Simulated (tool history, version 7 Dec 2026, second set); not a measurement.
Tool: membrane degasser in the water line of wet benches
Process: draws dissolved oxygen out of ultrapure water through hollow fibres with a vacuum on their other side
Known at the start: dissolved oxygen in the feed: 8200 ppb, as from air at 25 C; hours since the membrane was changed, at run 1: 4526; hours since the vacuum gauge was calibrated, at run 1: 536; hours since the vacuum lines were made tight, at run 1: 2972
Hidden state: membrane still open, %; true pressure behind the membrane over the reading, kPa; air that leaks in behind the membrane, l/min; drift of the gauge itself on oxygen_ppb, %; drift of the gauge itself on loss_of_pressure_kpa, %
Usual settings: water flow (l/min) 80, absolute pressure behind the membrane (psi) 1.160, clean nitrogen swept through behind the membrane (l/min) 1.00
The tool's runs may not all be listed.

run,day,water flow (l/min),absolute pressure behind the membrane (psi),clean nitrogen swept through behind the membrane (l/min),hours since the membrane was changed,hours since the vacuum gauge was calibrated,hours since the vacuum lines were made tight,dissolved oxygen in the water behind the degasser (ppb),pressure that the water loses in the fibres (psi)
1,0.000,80,1.160,1.00,4526,536,2972,616.0,7.004
2,2.392,80,1.160,1.47,4583,594,3029,475.3,6.950
3,7.379,80,1.160,1.47,4703,714,3149,472.9,7.044
4,11.917,80,1.160,1.47,4812,822,3258,475.0,7.031
5,15.912,80,2.892,1.47,4908,918,3354,1471.4,7.042
6,19.121,80,2.892,1.47,4985,995,3431,1474.2,6.956
7,22.754,80,2.892,1.47,5072,1083,3518,1470.3,7.056
8,25.246,80,2.892,1.47,5132,1142,3578,1475.3,7.020
9,30.096,77,2.892,1.47,5248,1259,3694,1440.9,6.707
10,33.458,80,1.160,1.00,5329,1339,3775,622.5,7.091
11,36.088,80,1.160,1.00,5392,1403,3838,621.8,7.053
12,38.329,80,1.160,0.84,5446,1456,3892,696.0,7.024
13,40.867,80,1.430,1.00,5507,1517,3953,840.5,7.011
14,45.512,80,1.160,1.00,5618,1629,4064,623.1,7.046
15,48.158,80,1.160,1.00,5682,1692,4128,622.3,7.027
16,51.825,80,1.160,1.00,5770,1780,4216,625.2,7.001
17,54.879,55,0.808,1.63,5843,1854,4289,171.2,4.850
18,58.671,55,0.808,1.63,5934,1945,4380,171.8,4.879
19,62.408,109,1.160,1.00,6024,2034,4470,763.4,9.588
20,65.212,116,2.263,1.00,6091,2102,4537,1815.1,10.225
21,69.521,97,1.318,1.96,6194,2205,4640,547.1,8.567
22,74.738,121,1.381,0.75,6320,2330,4766,1213.3,10.721
23,79.000,125,0.930,0.42,6422,2432,4868,850.9,11.071
24,82.704,125,0.930,0.42,6511,2521,4957,854.4,11.034
25,87.375,125,0.709,0.42,6623,2633,5069,485.7,11.114
26,91.358,125,0.709,0.42,6719,2729,5164,487.0,11.046
27,96.750,49,1.534,0.53,6848,2858,5294,1013.5,4.290
28,99.658,124,1.160,1.00,6918,2928,5364,833.3,10.960
29,104.592,124,1.160,1.00,7036,3047,5482,831.8,10.965
30,107.083,124,1.252,1.12,7096,3106,5542,875.1,11.063
31,110.029,80,1.356,2.09,7167,3177,5613,469.2,7.095
32,112.200,56,1.900,0.50,7219,3229,5665,1459.6,5.013

Forecast each of these 4 alternatives for the next run:
A,114.538,77,0.798,1.00,7275,3285,5721,?,?
B,114.538,53,1.008,1.38,7275,3285,5721,?,?
C,114.538,60,1.900,0.50,7275,3285,5721,?,?
D,114.538,50,2.811,0.50,7275,3285,5721,?,?

run,dissolved oxygen in the water behind the degasser (ppb),pressure that the water loses in the fibres (psi)
A,316.3,6.824
B,296.2,4.699
C,1522.3,5.307
D,2081.0,4.441
Without the tool's hidden state the same runs would have given:
run,dissolved oxygen in the water behind the degasser (ppb),pressure that the water loses in the fibres (psi)
A,294.3,6.579
B,283.1,4.530
C,1502.4,5.115
D,2066.6,4.282

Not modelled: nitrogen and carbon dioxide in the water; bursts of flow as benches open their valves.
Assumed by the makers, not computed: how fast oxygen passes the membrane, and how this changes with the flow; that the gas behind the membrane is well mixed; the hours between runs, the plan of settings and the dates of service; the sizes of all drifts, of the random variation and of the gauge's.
